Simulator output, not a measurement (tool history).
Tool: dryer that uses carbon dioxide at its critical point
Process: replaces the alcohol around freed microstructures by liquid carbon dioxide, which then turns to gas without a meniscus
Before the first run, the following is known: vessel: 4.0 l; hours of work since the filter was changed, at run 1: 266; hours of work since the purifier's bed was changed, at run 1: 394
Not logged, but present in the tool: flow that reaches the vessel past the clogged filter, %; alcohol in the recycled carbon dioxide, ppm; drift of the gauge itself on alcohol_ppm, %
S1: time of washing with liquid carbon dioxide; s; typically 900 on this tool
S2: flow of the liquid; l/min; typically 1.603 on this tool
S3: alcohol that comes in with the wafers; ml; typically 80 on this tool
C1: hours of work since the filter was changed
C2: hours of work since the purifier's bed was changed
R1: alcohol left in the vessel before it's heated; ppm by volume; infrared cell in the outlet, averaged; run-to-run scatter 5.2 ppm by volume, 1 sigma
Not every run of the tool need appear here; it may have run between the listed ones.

run     day    S1     S2   S3   C1   C2    R1
  1   0.000   900  1.603   80  266  394   166
  2   0.596   900  1.603   80  274  402   156
  3   1.729   900  1.603   80  289  416   165
  4   2.958   900  1.603   80  305  433   166
  5   4.321   900  1.603   80  323  451   171
  6   4.958   900  1.603   80  332  459   171
  7   5.525   900  1.603   80  339  466   185
      6.062  -- inlet filter changed
  8   6.404   540  1.603   80    5  477   823
  9   7.342   540  1.603   67   17  490   734
 10   7.967   900  1.603   80   25  498   119
 11   9.167   900  2.360   80   41  514    33
 12  10.250   900  1.603   80   55  528   137
 13  11.371   900  1.603   80   70  543   134
 14  11.971   900  1.603   80   78  550   138
 15  12.904   900  1.603   80   90  563   138
 16  13.962   900  0.980   80  104  577   985
 17  15.217   900  0.980   80  120  593  1014
 18  15.833   900  0.980   80  128  601  1013
 19  17.071   900  1.603   80  145  617   142
 20  18.350   900  1.603   80  161  634   158
 21  19.562   900  1.603   80  177  650   154
 22  20.608   900  1.603   80  191  664   157
 23  21.188   900  1.603   80  199  672   159
 24  22.375   900  1.603   80  214  687   171
 25  23.342  1200  1.070  111  227  700   420
 26  24.008  1080  1.430   29  236  709    68
 27  24.938   840  2.400   56  248  721    55
 28  26.058   840  2.400   56  263  736    39
 29  26.621  1260  1.000   56  270  743   255
 30  27.592  1260  1.570   24  283  756    44
 31  28.262  1080  1.060   51  292  765   325
 32  29.508   900  2.640   90  308  781    43
 33  30.646   900  2.640   90  323  796    37
 34  31.988   900  2.640   90  341  813    45
     32.421  -- inlet filter changed
 35  33.112   900  1.090   20    9  828   194
 36  34.092   900  1.090   20   22  841   198
 37  35.162   900  1.090   20   36  855   201
 38  36.238   660  1.730   21   50  869   124
 39  37.604   660  1.730   21   68  887   115
 40  38.462   660  1.090   90   79  898  1876
 41  39.221  1440  2.550   52   89  908    46
 42  40.379   660  1.800  114  105  923   419
 43  41.304   660  1.800  114  117  935   447
 44  41.988   900  1.780   80  126  944   102
 45  43.088   900  2.390   29  140  959    42
 46  44.192   900  2.600   80  155  973    49
 47  45.283  1080  1.060   48  169  988   298

How would selected steps in R1 from run to run divide? Give the signed amount a tool lacking its hidden state would still show from settings, what came in and random variation, and the signed amount left for the hidden state, including any gauge scatter that is not in both of the compared results.
Run 18 -> 19: S2 0.980 -> 1.603. R1 -871 ppm by volume: hidden state -83, all else -788.
Run 25 -> 26: S1 1200 -> 1080, S2 1.070 -> 1.430, S3 111 -> 29. R1 -352 ppm by volume: hidden state -85, all else -267.
Run 39 -> 40: S2 1.730 -> 1.090, S3 21 -> 90. R1 +1761 ppm by volume: hidden state +113, all else +1648.
Run 40 -> 41: S1 660 -> 1440, S2 1.090 -> 2.550, S3 90 -> 52. R1 -1830 ppm by volume: hidden state -120, all else -1710.
